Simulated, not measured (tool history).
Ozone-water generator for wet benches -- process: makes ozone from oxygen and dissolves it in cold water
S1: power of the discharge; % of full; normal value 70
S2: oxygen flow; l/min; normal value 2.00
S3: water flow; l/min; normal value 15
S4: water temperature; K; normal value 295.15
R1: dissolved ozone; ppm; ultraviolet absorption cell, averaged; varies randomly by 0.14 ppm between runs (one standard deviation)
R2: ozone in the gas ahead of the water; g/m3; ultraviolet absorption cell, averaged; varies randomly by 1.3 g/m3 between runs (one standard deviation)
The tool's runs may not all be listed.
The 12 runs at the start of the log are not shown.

run 13 day=28.846 | S1=70 S2=2.00 S3=15 S4=295.15 | R1=16.6 R2=236.8
run 14 day=31.321 | S1=70 S2=2.00 S3=15 S4=295.15 | R1=16.5 R2=235.3
run 15 day=33.388 | S1=70 S2=2.00 S3=15 S4=295.15 | R1=16.3 R2=235.7
run 16 day=36.108 | S1=70 S2=2.00 S3=15 S4=295.15 | R1=16.5 R2=233.8
-- day=36.438 contactor cleaned, once more
run 17 day=37.767 | S1=46 S2=2.00 S3=13 S4=290.15 | R1=16.3 R2=186.5
run 18 day=39.271 | S1=46 S2=2.00 S3=13 S4=290.15 | R1=16.0 R2=187.3
run 19 day=42.175 | S1=70 S2=1.82 S3=15 S4=288.15 | R1=17.8 R2=246.6
run 20 day=44.325 | S1=70 S2=1.82 S3=15 S4=288.15 | R1=17.8 R2=249.3
run 21 day=47.083 | S1=57 S2=2.00 S3=13 S4=292.15 | R1=17.5 R2=209.0
run 22 day=48.754 | S1=81 S2=2.43 S3=16 S4=296.15 | R1=17.4 R2=228.0

Run 23 comes next. What will it give?
run 23 day=50.733 | S1=81 S2=2.43 S3=16 S4=296.15 | R1=? R2=?

{"run 23": {"R1": 17.3, "R2": 228.0}}
Were there no unlogged condition in the tool, this run, its random variation unchanged, would have produced R1 17.9 ppm, R2 235.3 g/m3.
